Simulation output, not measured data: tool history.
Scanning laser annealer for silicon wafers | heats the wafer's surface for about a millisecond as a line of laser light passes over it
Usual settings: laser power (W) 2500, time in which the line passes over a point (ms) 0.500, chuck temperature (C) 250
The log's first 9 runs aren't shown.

run,day,laser power (W),time in which the line passes over a point (ms),chuck temperature (C),highest temperature of the surface (C)
10,3.642,2500,0.500,250,1054
11,4.179,2500,0.500,250,1053
# day 4.458: optics aligned, line set to its width
12,4.842,2500,0.500,250,1070
13,5.379,2500,0.500,262,1080
14,5.833,2500,0.500,262,1082
15,6.342,2500,0.500,262,1079
16,6.708,2500,0.500,250,1070
17,7.117,2560,0.500,250,1089
18,7.538,2560,0.500,250,1089
19,7.904,2547,0.500,250,1085
20,8.246,2547,0.500,250,1081
21,8.554,2547,0.418,264,1034
22,8.862,2547,0.418,264,1031
23,9.083,2500,0.582,272,1148
24,9.329,2500,0.400,250,989

Run 25 comes next. What will it give?
25,9.800,2159,0.400,250,?

Run 25 gave highest temperature of the surface (C) 884.
Without the tool's hidden state the same run would have given highest temperature of the surface (C) 899.
